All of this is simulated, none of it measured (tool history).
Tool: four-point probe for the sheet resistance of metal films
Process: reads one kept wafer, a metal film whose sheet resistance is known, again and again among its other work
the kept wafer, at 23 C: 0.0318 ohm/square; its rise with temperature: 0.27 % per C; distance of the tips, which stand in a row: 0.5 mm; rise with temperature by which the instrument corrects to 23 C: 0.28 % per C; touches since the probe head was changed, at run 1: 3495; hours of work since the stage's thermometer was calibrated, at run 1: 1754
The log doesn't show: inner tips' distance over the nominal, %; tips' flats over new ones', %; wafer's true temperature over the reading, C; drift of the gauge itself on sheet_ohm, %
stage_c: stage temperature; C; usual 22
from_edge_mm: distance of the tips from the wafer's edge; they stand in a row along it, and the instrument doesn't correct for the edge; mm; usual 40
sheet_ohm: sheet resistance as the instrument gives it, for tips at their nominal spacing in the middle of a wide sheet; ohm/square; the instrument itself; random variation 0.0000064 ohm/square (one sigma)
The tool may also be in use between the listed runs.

run	hour	stage_c	from_edge_mm	touches since the probe head was changed	hours of work since the stage's thermometer was calibrated	sheet_ohm
1	0.0	22	40	3495	1754	0.031853
2	69.8	22	40	5831	1802	0.031873
3	183.3	22	40	9633	1880	0.031883
4	260.4	22	40	12213	1933	0.031895
5	354.1	22	40	15351	1997	0.031895
6	452.7	22	40	18653	2065	0.031909
# hour 459.4: stage's thermometer calibrated
7	513.5	30	40	20673	37	0.031921
8	569.5	30	40	22546	76	0.031913
9	647.2	25	15	25147	129	0.031946
10	758.7	29	17	28880	206	0.031960
11	868.9	29	17	32570	281	0.031959
12	970.8	29	17	35984	351	0.031974
13	1034.2	32	5	38105	395	0.032130
# hour 1111.0: stage's thermometer calibrated, once more
14	1122.0	27	9	41028	8	0.031968
15	1183.1	29	30	43076	50	0.031941

Forecast each of these 5 alternatives for the next run:
A	1248.8	24	6	45276	95	?
B	1248.8	21	42	45276	95	?
C	1248.8	18	5	45276	95	?
D	1248.8	22	54	45276	95	?
E	1248.8	20	17	45276	95	?

run	sheet_ohm
A	0.032080
B	0.031968
C	0.032156
D	0.031967
E	0.031985
Without the tool's hidden state the same runs would have given:
run	sheet_ohm
A	0.031918
B	0.031806
C	0.031994
D	0.031805
E	0.031823
